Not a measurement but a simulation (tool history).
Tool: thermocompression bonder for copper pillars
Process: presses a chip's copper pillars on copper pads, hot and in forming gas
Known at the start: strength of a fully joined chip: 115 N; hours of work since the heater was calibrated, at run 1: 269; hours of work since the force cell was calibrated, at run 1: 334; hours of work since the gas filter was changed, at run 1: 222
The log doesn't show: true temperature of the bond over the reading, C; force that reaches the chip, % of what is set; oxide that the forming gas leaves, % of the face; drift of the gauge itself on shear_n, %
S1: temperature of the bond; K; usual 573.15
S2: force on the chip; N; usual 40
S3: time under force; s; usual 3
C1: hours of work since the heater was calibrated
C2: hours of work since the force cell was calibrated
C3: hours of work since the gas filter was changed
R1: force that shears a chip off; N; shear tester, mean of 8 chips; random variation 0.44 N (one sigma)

run   hour      S1  S2  S3   C1   C2   C3    R1
  1    0.0  573.15  40   3  269  334  222  68.0
  2   13.0  573.15  40   3  274  339  227  67.4
  3   36.0  583.15  40   3  283  349  237  75.1
  4   49.7  565.15  40   3  289  354  242  61.2
  5   67.0  565.15  40   3  296  361  249  61.6
  6   82.3  565.15  40   3  302  368  256  60.8
  7   97.5  565.15  40   3  308  374  262  61.1
  8  116.5  565.15  40   3  316  382  269  60.9
  9  133.3  565.15  40   3  323  388  276  61.4
 10  155.2  573.15  47   3  332  397  285  75.4
     165.0  -- forming gas filter changed
 11  169.0  573.15  40   3  337  403    2  67.7
 12  183.7  573.15  40   5  343  409    8  79.0
 13  203.3  573.15  40   5  351  417   16  78.3
 14  219.8  573.15  40   3  358  423   22  68.1
 15  233.9  600.15  40   3  364  429   28  89.3
 16  255.7  600.15  40   3  372  438   37  88.4
 17  271.4  600.15  40   3  379  444   43  89.7

The next listed run, before its measurement:
 18  285.7  600.15  40   3  385  450  49   ?

R1: 87.5 N
Without the tool's hidden state the same run would have given R1 87.2 N.
